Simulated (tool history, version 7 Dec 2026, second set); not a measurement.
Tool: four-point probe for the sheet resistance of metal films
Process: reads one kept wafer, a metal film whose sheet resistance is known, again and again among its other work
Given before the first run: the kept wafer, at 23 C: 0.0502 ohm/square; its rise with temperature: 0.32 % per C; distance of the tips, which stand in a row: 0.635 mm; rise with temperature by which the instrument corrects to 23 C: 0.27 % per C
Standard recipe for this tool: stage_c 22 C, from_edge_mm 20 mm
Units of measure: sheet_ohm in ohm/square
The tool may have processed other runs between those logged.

Run 1, hour 0: usual settings. Result: sheet_ohm 0.050331 ohm/square.
Run 2, hour 72.7: usual settings. Result: sheet_ohm 0.05034 ohm/square.
Run 3, hour 114.4: usual settings. Result: sheet_ohm 0.050357 ohm/square.
Run 4, hour 182.1: usual settings. Result: sheet_ohm 0.050349 ohm/square.
Run 5, hour 245.3: usual settings. Result: sheet_ohm 0.050391 ohm/square.
Run 6, hour 313.5: usual settings but stage_c 19 C. Result: sheet_ohm 0.050314 ohm/square.
Run 7, hour 396: usual settings but stage_c 19 C. Result: sheet_ohm 0.050313 ohm/square.
Run 8, hour 462.1: usual settings but stage_c 29 C. Result: sheet_ohm 0.050581 ohm/square.
Run 9, hour 552.5: usual settings but stage_c 29 C. Result: sheet_ohm 0.050593 ohm/square.
Run 10, hour 609.7: usual settings but stage_c 20 C. Result: sheet_ohm 0.050366 ohm/square.
Run 11, hour 686: usual settings but stage_c 20 C. Result: sheet_ohm 0.050372 ohm/square.
Run 12, hour 758.4: usual settings but stage_c 20 C. Result: sheet_ohm 0.050413 ohm/square.
Run 13, hour 842.3: usual settings but stage_c 20 C. Result: sheet_ohm 0.050416 ohm/square.
Run 14, hour 885.5: usual settings. Result: sheet_ohm 0.050471 ohm/square.
Run 15, hour 977.4: usual settings. Result: sheet_ohm 0.050482 ohm/square.
At hour 1012.9: stage's thermometer calibrated.
Run 16, hour 1038.2: usual settings but stage_c 20 C. Result: sheet_ohm 0.050308 ohm/square.
Run 17, hour 1084.5: usual settings but stage_c 20 C. Result: sheet_ohm 0.050343 ohm/square.
Run 18, hour 1166.7: usual settings but stage_c 20 C, from_edge_mm 5 mm. Result: sheet_ohm 0.050764 ohm/square.
Run 19, hour 1249.7: usual settings but stage_c 20 C, from_edge_mm 5 mm. Result: sheet_ohm 0.050777 ohm/square.
Run 20, hour 1319.6: usual settings but stage_c 20 C, from_edge_mm 5 mm. Result: sheet_ohm 0.050795 ohm/square.
Run 21, hour 1413: usual settings but stage_c 20 C, from_edge_mm 58 mm. Result: sheet_ohm 0.05036 ohm/square.
Run 22, hour 1455.9: usual settings but stage_c 20 C, from_edge_mm 15 mm. Result: sheet_ohm 0.050417 ohm/square.
Run 23, hour 1517: usual settings but stage_c 28 C, from_edge_mm 25 mm. Result: sheet_ohm 0.050601 ohm/square.
Run 24, hour 1604.6: usual settings but stage_c 24 C, from_edge_mm 65 mm. Result: sheet_ohm 0.050489 ohm/square.
Run 25, hour 1692: usual settings but stage_c 33 C, from_edge_mm 21 mm. Result: sheet_ohm 0.050759 ohm/square.
Run 26, hour 1773.1: usual settings but stage_c 25 C, from_edge_mm 53 mm. Result: sheet_ohm 0.050551 ohm/square.
Run 27, hour 1818.4: usual settings but stage_c 32 C, from_edge_mm 15 mm. Result: sheet_ohm 0.050788 ohm/square.
Run 28, hour 1908.9: usual settings but stage_c 20 C, from_edge_mm 8 mm. Result: sheet_ohm 0.050601 ohm/square.
Run 29, hour 1992.2: usual settings but stage_c 19 C, from_edge_mm 6 mm. Result: sheet_ohm 0.050731 ohm/square.
Run 30, hour 2066.2: usual settings but stage_c 33 C, from_edge_mm 23 mm. Result: sheet_ohm 0.050794 ohm/square.
Run 31, hour 2138.6: usual settings but from_edge_mm 16 mm. Result: sheet_ohm 0.050568 ohm/square.
Run 32, hour 2226.3: usual settings but stage_c 32 C, from_edge_mm 3 mm. Result: sheet_ohm 0.051989 ohm/square.
Run 33, hour 2293.3: usual settings but stage_c 20 C, from_edge_mm 27 mm. Result: sheet_ohm 0.050509 ohm/square.
Run 34, hour 2335.8: usual settings but stage_c 27 C, from_edge_mm 4 mm. Result: sheet_ohm 0.051359 ohm/square.
Run 35, hour 2425.9: usual settings but stage_c 27 C, from_edge_mm 4 mm. Result: sheet_ohm 0.051361 ohm/square.
Run 36, hour 2507.2: usual settings but stage_c 27 C, from_edge_mm 4 mm. Result: sheet_ohm 0.051385 ohm/square.
Run 37, hour 2589.9: usual settings but stage_c 27 C, from_edge_mm 4 mm. Result: sheet_ohm 0.05139 ohm/square.
Run 38, hour 2678.7: usual settings but stage_c 31 C, from_edge_mm 11 mm. Result: sheet_ohm 0.05092 ohm/square.
Run 39, hour 2775.3: usual settings but stage_c 18 C. Result: sheet_ohm 0.050557 ohm/square.
Run 40, hour 2848.8: usual settings but stage_c 24 C, from_edge_mm 7 mm. Result: sheet_ohm 0.050897 ohm/square.
Run 41, hour 2903.8: usual settings but stage_c 21 C, from_edge_mm 28 mm. Result: sheet_ohm 0.050633 ohm/square.
Run 42, hour 2970.1: usual settings but stage_c 21 C, from_edge_mm 33 mm. Result: sheet_ohm 0.050646 ohm/square.
Run 43, hour 3047: usual settings but from_edge_mm 23 mm. Result: sheet_ohm 0.050687 ohm/square.
At hour 3063.7: new probe head fitted.
Run 44, hour 3101.1: usual settings but stage_c 30 C, from_edge_mm 39 mm. Result: sheet_ohm 0.050249 ohm/square.

The logged runs with the hidden state left out (each run's random variation unchanged):
The hidden state here: inner tips' distance over the nominal, %; tips' flats over new ones', %; wafer's true temperature over the reading, C; drift of the gauge itself on sheet_ohm, %.
run  sheet_ohm
  1     0.0502
  2   0.050199
  3   0.050209
  4   0.050191
  5   0.050223
  6   0.050134
  7   0.050121
  8    0.05038
  9   0.050378
 10   0.050142
 11   0.050136
 12   0.050166
 13   0.050156
 14   0.050205
 15   0.050202
 16   0.050132
 17   0.050159
 18   0.050565
 19   0.050566
 20   0.050572
 21   0.050127
 22   0.050176
 23   0.050351
 24   0.050225
 25    0.05048
 26   0.050259
 27   0.050488
 28   0.050288
 29   0.050404
 30   0.050457
 31    0.05022
 32    0.05162
 33   0.050138
 34   0.050977
 35   0.050965
 36   0.050976
 37   0.050967
 38   0.050489
 39   0.050111
 40   0.050438
 41   0.050167
 42    0.05017
 43   0.050198
 44   0.050371
